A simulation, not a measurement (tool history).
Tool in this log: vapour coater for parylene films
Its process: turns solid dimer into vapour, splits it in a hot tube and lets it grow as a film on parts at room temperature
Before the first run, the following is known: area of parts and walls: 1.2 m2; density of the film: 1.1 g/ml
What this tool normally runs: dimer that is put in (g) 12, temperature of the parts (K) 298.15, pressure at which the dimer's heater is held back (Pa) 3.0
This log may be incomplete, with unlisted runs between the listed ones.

| run | hour | dimer that is put in (g) | temperature of the parts (K) | pressure at which the dimer's heater is held back (Pa) | thickness of the film (µm) |
|---|---|---|---|---|---|
| 1 | 0.0 | 12 | 298.15 | 3.0 | 6.06 |
| 2 | 37.3 | 12 | 298.15 | 3.0 | 6.03 |
|  | 41.0 | table's thermometer calibrated |
| 3 | 90.2 | 12 | 300.15 | 3.0 | 5.62 |
| 4 | 115.8 | 12 | 300.15 | 3.0 | 5.56 |
| 5 | 149.6 | 12 | 297.15 | 3.0 | 5.93 |
|  | 156.5 | trap's valve overhauled |
| 6 | 175.9 | 16 | 298.15 | 3.0 | 7.57 |
| 7 | 204.9 | 6 | 298.15 | 3.0 | 2.82 |
|  | 236.2 | trap's valve overhauled, once more |
| 8 | 259.0 | 6 | 298.15 | 3.0 | 2.97 |
| 9 | 296.1 | 11 | 298.15 | 3.0 | 5.40 |
| 10 | 331.9 | 11 | 298.15 | 3.0 | 5.37 |

Below are 5 alternative next runs, each starting from the tool's condition after run 10. Predict each:
| A | 367.9 | 11 | 298.15 | 4.3 | ? |
| B | 367.9 | 10 | 298.15 | 5.7 | ? |
| C | 367.9 | 12 | 299.15 | 3.0 | ? |
| D | 367.9 | 10 | 294.15 | 3.0 | ? |
| E | 367.9 | 15 | 293.15 | 3.0 | ? |

| run | thickness of the film (µm) |
|---|---|
| A | 5.22 |
| B | 4.66 |
| C | 5.70 |
| D | 5.34 |
| E | 8.07 |
What these runs would have given with no unlogged condition in the tool:
| run | thickness of the film (µm) |
|---|---|
| A | 5.38 |
| B | 4.81 |
| C | 5.88 |
| D | 5.51 |
| E | 8.33 |
